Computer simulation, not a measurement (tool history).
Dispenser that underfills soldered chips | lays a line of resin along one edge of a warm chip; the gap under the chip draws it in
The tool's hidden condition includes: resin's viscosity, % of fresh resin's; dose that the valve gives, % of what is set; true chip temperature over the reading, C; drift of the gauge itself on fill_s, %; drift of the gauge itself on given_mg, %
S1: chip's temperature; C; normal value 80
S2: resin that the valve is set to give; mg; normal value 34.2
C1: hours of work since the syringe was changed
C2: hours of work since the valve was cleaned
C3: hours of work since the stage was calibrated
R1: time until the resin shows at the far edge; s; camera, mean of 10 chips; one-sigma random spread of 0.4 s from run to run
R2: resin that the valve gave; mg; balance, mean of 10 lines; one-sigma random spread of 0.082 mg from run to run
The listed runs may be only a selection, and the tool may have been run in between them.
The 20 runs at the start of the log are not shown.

Run 21, hour 98.5: usual settings but S1 82 C, S2 39.7 mg; C1 3; C2 67; C3 151. Result: R1 29.7 s, R2 38.32 mg.
Run 22, hour 103.6: usual settings but S1 77 C, S2 40.6 mg; C1 7; C2 71; C3 155. Result: R1 42.3 s, R2 39.07 mg.
Run 23, hour 109: usual settings but S1 77 C, S2 40.6 mg; C1 11; C2 75; C3 159. Result: R1 57.3 s, R2 38.79 mg.
At hour 109.7: new syringe of resin.
Run 24, hour 115.2: usual settings but S1 66 C, S2 42.7 mg; C1 4; C2 80; C3 163. Result: R1 54 s, R2 40.74 mg.
Run 25, hour 118.1: usual settings but S1 66 C, S2 42.7 mg; C1 6; C2 82; C3 165. Result: R1 61.5 s, R2 40.84 mg.
Run 26, hour 122.4: usual settings but S1 66 C, S2 42.7 mg; C1 10; C2 85; C3 169. Result: R1 75.9 s, R2 40.76 mg.
At hour 124.9: dispensing valve cleaned and set on the balance.
At hour 125.9: new syringe of resin.
Run 27, hour 128.9: usual settings but S1 66 C, S2 42.7 mg; C1 2; C2 3; C3 173. Result: R1 46.2 s, R2 42.67 mg.
Run 28, hour 134.7: usual settings but S1 66 C, S2 42.7 mg; C1 7; C2 7; C3 177. Result: R1 61.6 s, R2 42.54 mg.
Run 29, hour 140: usual settings but S1 91 C, S2 40 mg; C1 11; C2 11; C3 181. Result: R1 34.5 s, R2 39.83 mg.
At hour 140.9: new syringe of resin.
Run 30, hour 143.3: usual settings but S1 85 C, S2 39.8 mg; C1 2; C2 14; C3 183. Result: R1 24.5 s, R2 39.6 mg.
Run 31, hour 149.2: usual settings but S1 74 C, S2 38.2 mg; C1 6; C2 18; C3 188. Result: R1 46.5 s, R2 37.89 mg.
Run 32, hour 155.2: usual settings but S1 72 C, S2 30 mg; C1 11; C2 23; C3 192. Result: R1 68.7 s, R2 29.62 mg.
At hour 155.9: new syringe of resin.
Run 33, hour 161.9: usual settings but S1 82 C, S2 39.4 mg; C1 5; C2 27; C3 197. Result: R1 31.1 s, R2 38.85 mg.
Run 34, hour 168: usual settings but S1 82 C, S2 39.4 mg; C1 9; C2 32; C3 202. Result: R1 42.4 s, R2 38.63 mg.
At hour 171.2: new syringe of resin.
Run 35, hour 172: usual settings but S1 83 C; C1 1; C2 35; C3 205. Result: R1 24.3 s, R2 33.58 mg.

Forecast each of these 3 alternatives for the next run:
Run A, hour 178.1: usual settings but S1 85 C, S2 33.8 mg; C1 5; C2 40; C3 209. Result: R1 ?, R2 ?.
Run B, hour 178.1: usual settings but S1 93 C, S2 30.2 mg; C1 5; C2 40; C3 209. Result: R1 ?, R2 ?.
Run C, hour 178.1: usual settings but S1 93 C, S2 44.1 mg; C1 5; C2 40; C3 209. Result: R1 ?, R2 ?.

run    R1     R2
  A  30.8  33.09
  B  24.5  29.44
  C  23.2  43.11
Stripped of hidden state, with their random variation kept, the same runs would have yielded:
run    R1     R2
  A  22.9  33.81
  B  18.1  30.09
  C  17.2  44.06

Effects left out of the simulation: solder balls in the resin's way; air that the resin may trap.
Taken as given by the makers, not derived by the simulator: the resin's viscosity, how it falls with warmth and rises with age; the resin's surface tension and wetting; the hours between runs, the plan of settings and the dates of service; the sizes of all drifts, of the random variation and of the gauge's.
